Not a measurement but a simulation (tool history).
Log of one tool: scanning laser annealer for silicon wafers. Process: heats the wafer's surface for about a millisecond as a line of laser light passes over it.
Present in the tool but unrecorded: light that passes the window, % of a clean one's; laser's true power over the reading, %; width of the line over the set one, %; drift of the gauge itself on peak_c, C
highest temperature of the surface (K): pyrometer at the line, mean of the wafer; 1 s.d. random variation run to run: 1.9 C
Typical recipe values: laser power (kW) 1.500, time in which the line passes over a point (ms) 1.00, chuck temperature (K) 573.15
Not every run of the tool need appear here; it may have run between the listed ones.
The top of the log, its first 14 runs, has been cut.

run	hour	laser power (kW)	time in which the line passes over a point (ms)	chuck temperature (K)	hours of work since the window was cleaned	hours of work since the power meter was calibrated	hours of work since the optics were aligned	highest temperature of the surface (K)
15	153.4	1.500	1.00	573.15	117	340	677	1361.15
16	164.8	1.500	1.00	573.15	123	346	684	1361.15
17	171.8	1.500	1.00	568.15	127	350	688	1357.15
18	179.0	1.500	1.00	568.15	131	354	692	1358.15
19	189.1	1.500	1.00	568.15	137	360	698	1355.15
20	196.2	1.558	0.88	573.15	141	364	702	1351.15
21	205.6	1.500	1.13	610.15	146	369	707	1441.15
22	218.4	1.500	0.90	595.15	154	376	714	1348.15
23	231.1	1.500	0.90	595.15	161	384	721	1348.15
24	243.3	1.289	1.00	573.15	168	390	728	1233.15
25	252.5	1.571	1.00	584.15	173	396	733	1413.15
26	260.8	1.571	1.00	584.15	178	400	738	1414.15
27	276.2	1.500	1.21	573.15	186	409	747	1430.15
28	283.2	1.635	0.73	573.15	190	413	751	1332.15
29	294.8	1.635	0.73	573.15	197	420	757	1332.15
30	301.7	1.500	0.99	549.15	201	423	761	1330.15
31	313.9	1.327	0.81	573.15	208	430	768	1198.15
32	323.8	1.302	1.05	575.15	213	436	774	1258.15
33	334.3	1.302	1.05	575.15	219	442	780	1257.15
34	347.5	1.497	0.95	573.15	226	449	787	1338.15
35	353.9	1.559	0.71	542.15	230	453	791	1251.15
36	360.9	1.557	1.20	568.15	234	457	795	1456.15
37	374.6	1.615	1.12	572.15	242	465	802	1471.15
38	381.2	1.615	1.12	572.15	246	468	806	1468.15

What if the next run were any one of these 5? Each begins from the tool's condition after run 38:
A	396.2	1.536	1.12	572.15	254	477	815	?
B	396.2	1.325	1.12	595.15	254	477	815	?
C	396.2	1.646	0.77	534.15	254	477	815	?
D	396.2	1.632	0.87	570.15	254	477	815	?
E	396.2	1.388	0.71	576.15	254	477	815	?

run	highest temperature of the surface (K)
A	1422.15
B	1310.15
C	1313.15
D	1385.15
E	1193.15
What these runs would have given with no unlogged condition in the tool:
run	highest temperature of the surface (K)
A	1438.15
B	1323.15
C	1328.15
D	1401.15
E	1205.15

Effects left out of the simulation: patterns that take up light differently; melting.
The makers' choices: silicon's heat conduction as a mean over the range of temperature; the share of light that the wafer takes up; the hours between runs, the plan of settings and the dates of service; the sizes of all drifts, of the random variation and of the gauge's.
